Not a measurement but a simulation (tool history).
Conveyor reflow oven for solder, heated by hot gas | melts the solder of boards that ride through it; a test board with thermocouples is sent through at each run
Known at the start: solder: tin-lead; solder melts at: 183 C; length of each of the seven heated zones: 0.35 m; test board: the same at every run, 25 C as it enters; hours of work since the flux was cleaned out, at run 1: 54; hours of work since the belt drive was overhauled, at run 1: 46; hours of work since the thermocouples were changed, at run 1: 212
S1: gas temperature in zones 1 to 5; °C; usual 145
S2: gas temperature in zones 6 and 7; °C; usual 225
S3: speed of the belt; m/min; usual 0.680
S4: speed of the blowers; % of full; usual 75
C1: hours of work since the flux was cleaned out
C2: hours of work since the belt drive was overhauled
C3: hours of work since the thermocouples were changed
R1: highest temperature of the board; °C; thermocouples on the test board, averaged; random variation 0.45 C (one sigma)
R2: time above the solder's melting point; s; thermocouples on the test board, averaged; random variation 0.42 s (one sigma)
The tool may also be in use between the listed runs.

run	hour	S1	S2	S3	S4	C1	C2	C3	R1	R2
1	0.0	145	225	0.680	75	54	46	212	209.7	43.2
2	27.8	145	225	0.680	75	76	68	233	209.8	43.5
3	46.0	145	225	0.680	75	90	82	247	210.1	42.9
4	76.1	145	225	0.680	75	113	105	271	209.0	42.7
5	97.0	145	225	0.680	75	129	121	287	209.3	42.9
6	123.8	155	225	0.680	75	150	142	308	210.6	48.1
7	151.8	155	225	0.712	75	172	164	329	210.1	45.4
8	185.4	155	225	0.712	75	198	190	355	210.6	44.3
9	207.1	149	225	0.680	75	215	207	372	209.7	44.7
10	231.9	149	225	0.680	75	234	226	391	209.5	44.4
11	264.3	145	225	0.680	76	259	251	417	209.7	41.5
12	282.2	145	225	0.680	75	273	265	430	209.0	41.9
13	313.4	145	217	0.680	75	297	289	455	202.8	36.2
14	346.7	145	225	0.680	75	323	315	481	207.6	41.6
15	363.4	145	225	0.557	75	336	328	494	213.3	57.9
16	388.3	145	225	0.557	75	355	347	513	213.1	57.7
17	410.3	145	225	0.557	75	373	365	530	213.1	57.9
18	437.3	145	225	0.772	75	394	386	551	203.2	31.7
19	456.4	145	225	0.680	68	408	400	566	205.8	38.4
20	481.2	136	225	0.680	68	428	420	585	203.6	34.3
21	518.3	136	225	0.680	68	456	448	614	202.6	33.6
# hour 548.4: thermocouples of zones 6 and 7 changed
# hour 555.5: flux residue cleaned out of gas plates and filters
22	556.8	145	222	0.680	75	1	473	3	208.3	43.1
23	578.9	145	214	0.680	75	18	490	20	201.3	38.1
24	613.2	145	214	0.680	75	45	517	46	201.5	36.8
25	631.0	145	227	0.680	75	59	530	60	212.0	44.9
26	664.4	147	233	0.733	58	84	556	86	210.1	40.3
27	689.6	147	234	0.733	86	104	576	106	219.4	46.5
28	718.8	147	234	0.733	86	127	598	128	218.8	47.1
29	754.1	135	225	0.609	75	154	626	156	211.7	47.5
30	778.3	137	225	0.609	57	173	645	175	207.2	42.7
31	795.5	137	225	0.609	57	186	658	188	207.1	44.0

Hidden state or all else? Some run-to-run changes of R1, split into what the settings, what came in and random variation would give without the hidden state, and what is left for the hidden state (with any gauge scatter that isn't in both results):
The hidden state here: heat that the gas passes to the board, % of a clean oven's; belt's true speed, % of the reading; true gas temperature in zones 6 and 7 over the reading, C; drift of the gauge itself on peak_c, C; drift of the gauge itself on liquid_s, %.
Run 14 -> 15: S3 0.680 -> 0.557. R1 +5.7 °C: hidden state +0.5, all else +5.2.
Run 17 -> 18: S3 0.557 -> 0.772. R1 -9.9 °C: hidden state -1.2, all else -8.7.
Run 21 -> 22: S1 136 -> 145, S2 225 -> 222, S4 68 -> 75, thermocouples of zones 6 and 7 changed, flux residue cleaned out of gas plates and filters. R1 +5.7 °C: hidden state +4.0, all else +1.7.
Run 24 -> 25: S2 214 -> 227. R1 +10.5 °C: hidden state +0.0, all else +10.5.
Run 26 -> 27: S2 233 -> 234, S4 58 -> 86. R1 +9.3 °C: hidden state -0.4, all else +9.7.

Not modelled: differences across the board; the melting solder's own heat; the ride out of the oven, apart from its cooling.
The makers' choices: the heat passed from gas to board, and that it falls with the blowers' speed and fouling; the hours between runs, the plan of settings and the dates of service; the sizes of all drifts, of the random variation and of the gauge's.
